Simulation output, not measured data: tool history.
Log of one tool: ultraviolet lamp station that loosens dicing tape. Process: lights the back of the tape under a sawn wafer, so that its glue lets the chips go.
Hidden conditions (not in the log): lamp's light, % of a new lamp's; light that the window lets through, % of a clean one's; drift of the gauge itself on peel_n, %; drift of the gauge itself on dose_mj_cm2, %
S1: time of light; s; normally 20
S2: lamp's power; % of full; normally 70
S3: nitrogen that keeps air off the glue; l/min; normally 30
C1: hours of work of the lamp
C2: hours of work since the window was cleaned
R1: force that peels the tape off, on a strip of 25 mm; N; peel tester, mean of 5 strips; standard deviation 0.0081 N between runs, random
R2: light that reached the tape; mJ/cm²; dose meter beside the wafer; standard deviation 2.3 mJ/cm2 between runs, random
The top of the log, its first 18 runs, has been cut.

{"hour": 969.2, "done": "lamp changed"}
{"run": 19, "hour": 992.1, "S1": 20, "S2": 70, "S3": 30, "C1": 18, "C2": 216, "R1": 0.37, "R2": 204}
{"run": 20, "hour": 1060.3, "S1": 22, "S2": 70, "S3": 30, "C1": 71, "C2": 270, "R1": 0.341, "R2": 216}
{"run": 21, "hour": 1123.3, "S1": 12, "S2": 70, "S3": 30, "C1": 120, "C2": 319, "R1": 1.054, "R2": 112}
{"run": 22, "hour": 1172.2, "S1": 12, "S2": 70, "S3": 30, "C1": 158, "C2": 357, "R1": 1.081, "R2": 112}
{"run": 23, "hour": 1206.6, "S1": 12, "S2": 70, "S3": 30, "C1": 185, "C2": 383, "R1": 1.132, "R2": 108}
{"run": 24, "hour": 1267.0, "S1": 24, "S2": 70, "S3": 30, "C1": 232, "C2": 431, "R1": 0.373, "R2": 202}
{"run": 25, "hour": 1344.7, "S1": 13, "S2": 66, "S3": 45, "C1": 293, "C2": 491, "R1": 1.009, "R2": 99}
{"hour": 1354.2, "done": "window cleaned of glue's vapour"}
{"run": 26, "hour": 1387.3, "S1": 20, "S2": 92, "S3": 54, "C1": 325, "C2": 26, "R1": 0.236, "R2": 236}
{"run": 27, "hour": 1454.3, "S1": 23, "S2": 70, "S3": 17, "C1": 378, "C2": 78, "R1": 0.58, "R2": 203}
{"run": 28, "hour": 1487.5, "S1": 23, "S2": 70, "S3": 17, "C1": 404, "C2": 104, "R1": 0.603, "R2": 194}
{"run": 29, "hour": 1566.1, "S1": 23, "S2": 91, "S3": 30, "C1": 465, "C2": 165, "R1": 0.293, "R2": 239}
{"run": 30, "hour": 1624.5, "S1": 32, "S2": 73, "S3": 30, "C1": 510, "C2": 211, "R1": 0.267, "R2": 254}
{"run": 31, "hour": 1666.3, "S1": 26, "S2": 70, "S3": 26, "C1": 543, "C2": 243, "R1": 0.458, "R2": 195}
{"run": 32, "hour": 1707.9, "S1": 22, "S2": 64, "S3": 17, "C1": 575, "C2": 276, "R1": 1.013, "R2": 144}
{"run": 33, "hour": 1748.9, "S1": 22, "S2": 67, "S3": 11, "C1": 607, "C2": 308, "R1": 1.293, "R2": 139}
{"run": 34, "hour": 1821.4, "S1": 16, "S2": 72, "S3": 15, "C1": 664, "C2": 364, "R1": 1.627, "R2": 106}
{"run": 35, "hour": 1861.6, "S1": 11, "S2": 63, "S3": 12, "C1": 695, "C2": 395, "R1": 2.817, "R2": 64}
{"run": 36, "hour": 1936.0, "S1": 18, "S2": 93, "S3": 15, "C1": 753, "C2": 453, "R1": 1.151, "R2": 139}
{"hour": 1974.5, "done": "lamp changed"}
{"hour": 1995.0, "done": "window cleaned of glue's vapour"}
{"run": 37, "hour": 2014.0, "S1": 29, "S2": 65, "S3": 15, "C1": 30, "C2": 15, "R1": 0.317, "R2": 290}

5 options for the next run, each taken on its own from the tool as it stands now. Forecast them:
{"run": "A", "hour": 2087.5, "S1": 15, "S2": 64, "S3": 10, "C1": 88, "C2": 72, "R1": "?", "R2": "?"}
{"run": "B", "hour": 2087.5, "S1": 20, "S2": 70, "S3": 31, "C1": 88, "C2": 72, "R1": "?", "R2": "?"}
{"run": "C", "hour": 2087.5, "S1": 15, "S2": 66, "S3": 58, "C1": 88, "C2": 72, "R1": "?", "R2": "?"}
{"run": "D", "hour": 2087.5, "S1": 12, "S2": 69, "S3": 24, "C1": 88, "C2": 72, "R1": "?", "R2": "?"}
{"run": "E", "hour": 2087.5, "S1": 20, "S2": 65, "S3": 15, "C1": 88, "C2": 72, "R1": "?", "R2": "?"}

run=A R1=1.416 R2=142
run=B R1=0.353 R2=206
run=C R1=0.461 R2=144
run=D R1=1.010 R2=122
run=E R1=0.671 R2=191
Without the tool's hidden state the same runs would have given:
run=A R1=1.274 R2=154
run=B R1=0.311 R2=223
run=C R1=0.400 R2=156
run=D R1=0.894 R2=132
run=E R1=0.583 R2=207
